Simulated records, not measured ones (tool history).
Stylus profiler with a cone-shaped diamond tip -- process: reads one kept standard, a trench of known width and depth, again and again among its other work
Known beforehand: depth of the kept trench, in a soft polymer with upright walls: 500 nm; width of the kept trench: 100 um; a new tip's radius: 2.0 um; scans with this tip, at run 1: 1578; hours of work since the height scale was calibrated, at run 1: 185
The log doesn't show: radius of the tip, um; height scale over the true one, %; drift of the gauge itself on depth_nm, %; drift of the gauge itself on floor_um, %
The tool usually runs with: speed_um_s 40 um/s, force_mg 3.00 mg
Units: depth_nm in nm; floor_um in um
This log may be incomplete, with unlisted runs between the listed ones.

run,day,speed_um_s,force_mg,scans with this tip,hours of work since the height scale was calibrated,depth_nm,floor_um
1,0.000,40,3.00,1578,185,504.82,96.96
2,4.033,40,3.00,2188,257,504.55,96.91
3,7.029,40,3.00,2641,310,504.92,96.76
4,9.808,40,3.00,3061,360,504.89,96.66
5,14.188,40,1.72,3724,437,503.47,96.60
6,17.750,40,3.00,4262,501,505.08,96.57
7,21.571,40,3.00,4840,569,505.12,96.50
8,24.142,29,3.00,5229,614,505.24,96.37
9,27.021,12,3.00,5664,665,505.31,96.36
10,30.167,40,3.00,6140,721,505.21,96.30
11,33.708,40,3.00,6676,784,505.16,96.18
12,35.992,40,3.00,7021,825,505.48,96.17
13,38.808,58,2.52,7447,875,504.99,96.08
14,43.567,14,3.00,8167,959,505.68,96.07
15,45.704,14,3.00,8490,997,505.57,96.00
16,48.488,14,3.00,8911,1047,505.45,95.96
17,52.329,75,8.66,9492,1115,509.98,95.81
# day 55.142: height scale calibrated on a step standard
18,55.529,100,1.70,9973,7,503.16,95.59
19,59.917,138,2.51,10636,85,504.28,95.50
20,62.642,138,2.51,11049,133,504.32,95.43
21,67.100,138,2.51,11723,212,503.92,95.40
22,69.592,138,2.51,12099,257,504.48,95.28
23,72.792,138,2.51,12583,314,504.44,95.32

Predict each of these 3 candidate next runs independently; none follows another, all start after run 23:
A,75.842,132,3.35,13045,368,?,?
B,75.842,93,1.40,13045,368,?,?
C,75.842,34,2.18,13045,368,?,?

run,depth_nm,floor_um
A,505.10,95.22
B,503.18,95.28
C,504.33,95.48
With no hidden state in the tool, these same runs would have given:
run,depth_nm,floor_um
A,504.51,97.07
B,502.59,97.13
C,503.74,97.33
